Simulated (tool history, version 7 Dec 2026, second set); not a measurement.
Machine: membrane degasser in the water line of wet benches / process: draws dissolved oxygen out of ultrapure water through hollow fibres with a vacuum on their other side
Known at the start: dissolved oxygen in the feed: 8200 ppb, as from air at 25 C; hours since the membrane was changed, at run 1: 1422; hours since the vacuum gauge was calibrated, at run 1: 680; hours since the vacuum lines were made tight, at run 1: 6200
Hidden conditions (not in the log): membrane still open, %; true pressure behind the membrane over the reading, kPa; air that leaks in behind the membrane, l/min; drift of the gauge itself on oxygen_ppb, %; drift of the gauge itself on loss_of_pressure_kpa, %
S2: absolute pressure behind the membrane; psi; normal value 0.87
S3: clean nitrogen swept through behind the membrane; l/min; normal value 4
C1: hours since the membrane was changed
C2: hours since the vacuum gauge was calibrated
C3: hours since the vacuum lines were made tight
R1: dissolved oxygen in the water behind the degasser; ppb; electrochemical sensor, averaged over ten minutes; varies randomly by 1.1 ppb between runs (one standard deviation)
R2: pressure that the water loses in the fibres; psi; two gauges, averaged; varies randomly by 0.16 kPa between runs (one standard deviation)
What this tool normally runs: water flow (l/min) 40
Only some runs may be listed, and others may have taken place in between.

{"run": 1, "day": 0.0, "water flow (l/min)": 40, "S2": 0.87, "S3": 4, "C1": 1422, "C2": 680, "C3": 6200, "R1": 108.1, "R2": 5.187}
{"run": 2, "day": 1.071, "water flow (l/min)": 40, "S2": 0.87, "S3": 4, "C1": 1447, "C2": 706, "C3": 6226, "R1": 108.4, "R2": 5.163}
{"run": 3, "day": 2.475, "water flow (l/min)": 40, "S2": 0.87, "S3": 4, "C1": 1481, "C2": 740, "C3": 6259, "R1": 110, "R2": 5.15}
{"run": 4, "day": 3.767, "water flow (l/min)": 40, "S2": 0.87, "S3": 2.21, "C1": 1512, "C2": 771, "C3": 6290, "R1": 155.8, "R2": 5.175}
{"run": 5, "day": 4.804, "water flow (l/min)": 40, "S2": 0.87, "S3": 2.21, "C1": 1537, "C2": 795, "C3": 6315, "R1": 156.9, "R2": 5.124}
{"run": 6, "day": 5.754, "water flow (l/min)": 40, "S2": 1.714, "S3": 4, "C1": 1560, "C2": 818, "C3": 6338, "R1": 242.9, "R2": 5.179}
{"run": 7, "day": 7.071, "water flow (l/min)": 40, "S2": 1.714, "S3": 4, "C1": 1591, "C2": 850, "C3": 6370, "R1": 240.9, "R2": 5.136}
{"run": 8, "day": 8.521, "water flow (l/min)": 40, "S2": 1.714, "S3": 1.95, "C1": 1626, "C2": 885, "C3": 6404, "R1": 416.4, "R2": 5.15}
{"run": 9, "day": 10.3, "water flow (l/min)": 40, "S2": 1.714, "S3": 1.95, "C1": 1669, "C2": 927, "C3": 6447, "R1": 415.8, "R2": 5.178}
{"run": 10, "day": 11.192, "water flow (l/min)": 40, "S2": 1.714, "S3": 1.95, "C1": 1690, "C2": 949, "C3": 6469, "R1": 419.9, "R2": 5.187}
{"run": 11, "day": 12.442, "water flow (l/min)": 40, "S2": 0.566, "S3": 1.95, "C1": 1720, "C2": 979, "C3": 6499, "R1": 78.1, "R2": 5.115}
{"run": 12, "day": 14.15, "water flow (l/min)": 40, "S2": 0.566, "S3": 1.95, "C1": 1761, "C2": 1020, "C3": 6540, "R1": 77.9, "R2": 5.192}
{"run": 13, "day": 15.467, "water flow (l/min)": 40, "S2": 0.87, "S3": 4, "C1": 1793, "C2": 1051, "C3": 6571, "R1": 109.7, "R2": 5.149}
{"run": 14, "day": 16.338, "water flow (l/min)": 40, "S2": 0.87, "S3": 7.24, "C1": 1814, "C2": 1072, "C3": 6592, "R1": 81, "R2": 5.156}
{"run": 15, "day": 18.238, "water flow (l/min)": 40, "S2": 0.87, "S3": 7.24, "C1": 1859, "C2": 1118, "C3": 6638, "R1": 80.8, "R2": 5.159}
{"run": 16, "day": 19.204, "water flow (l/min)": 40, "S2": 0.87, "S3": 7.24, "C1": 1882, "C2": 1141, "C3": 6661, "R1": 79.7, "R2": 5.197}
{"run": 17, "day": 20.35, "water flow (l/min)": 40, "S2": 0.663, "S3": 4.22, "C1": 1910, "C2": 1169, "C3": 6688, "R1": 74.8, "R2": 5.159}
{"run": 18, "day": 22.175, "water flow (l/min)": 57, "S2": 0.574, "S3": 2.07, "C1": 1954, "C2": 1212, "C3": 6732, "R1": 218, "R2": 7.319}
{"run": 19, "day": 23.092, "water flow (l/min)": 57, "S2": 0.574, "S3": 2.07, "C1": 1976, "C2": 1234, "C3": 6754, "R1": 218.3, "R2": 7.378}
{"run": 20, "day": 24.592, "water flow (l/min)": 40, "S2": 0.87, "S3": 3.39, "C1": 2012, "C2": 1270, "C3": 6790, "R1": 121.2, "R2": 5.155}
{"run": 21, "day": 25.379, "water flow (l/min)": 53, "S2": 0.87, "S3": 1.85, "C1": 2031, "C2": 1289, "C3": 6809, "R1": 299.9, "R2": 6.898}
{"run": 22, "day": 27.279, "water flow (l/min)": 53, "S2": 0.87, "S3": 1.85, "C1": 2076, "C2": 1335, "C3": 6855, "R1": 310.2, "R2": 6.863}
{"run": 23, "day": 28.738, "water flow (l/min)": 48, "S2": 1.363, "S3": 4, "C1": 2111, "C2": 1370, "C3": 6890, "R1": 265.6, "R2": 6.24}
{"run": 24, "day": 30.183, "water flow (l/min)": 46, "S2": 1.727, "S3": 4, "C1": 2146, "C2": 1405, "C3": 6924, "R1": 307.6, "R2": 5.961}
{"run": 25, "day": 31.979, "water flow (l/min)": 57, "S2": 0.87, "S3": 3.71, "C1": 2189, "C2": 1448, "C3": 6967, "R1": 267.6, "R2": 7.336}

Forecast each of these 4 alternatives for the next run:
{"run": "A", "day": 33.417, "water flow (l/min)": 32, "S2": 0.87, "S3": 3.71, "C1": 2224, "C2": 1482, "C3": 7002, "R1": "?", "R2": "?"}
{"run": "B", "day": 33.417, "water flow (l/min)": 26, "S2": 0.862, "S3": 4, "C1": 2224, "C2": 1482, "C3": 7002, "R1": "?", "R2": "?"}
{"run": "C", "day": 33.417, "water flow (l/min)": 50, "S2": 1.697, "S3": 2.26, "C1": 2224, "C2": 1482, "C3": 7002, "R1": "?", "R2": "?"}
{"run": "D", "day": 33.417, "water flow (l/min)": 40, "S2": 1.273, "S3": 2.46, "C1": 2224, "C2": 1482, "C3": 7002, "R1": "?", "R2": "?"}

run=A R1=73.1 R2=4.148
run=B R1=47.8 R2=3.376
run=C R1=501.8 R2=6.495
run=D R1=244.6 R2=5.179
Stripped of hidden state, with their random variation kept, the same runs would have yielded:
run=A R1=68.9 R2=4.092
run=B R1=45.1 R2=3.332
run=C R1=489.4 R2=6.406
run=D R1=236.5 R2=5.108

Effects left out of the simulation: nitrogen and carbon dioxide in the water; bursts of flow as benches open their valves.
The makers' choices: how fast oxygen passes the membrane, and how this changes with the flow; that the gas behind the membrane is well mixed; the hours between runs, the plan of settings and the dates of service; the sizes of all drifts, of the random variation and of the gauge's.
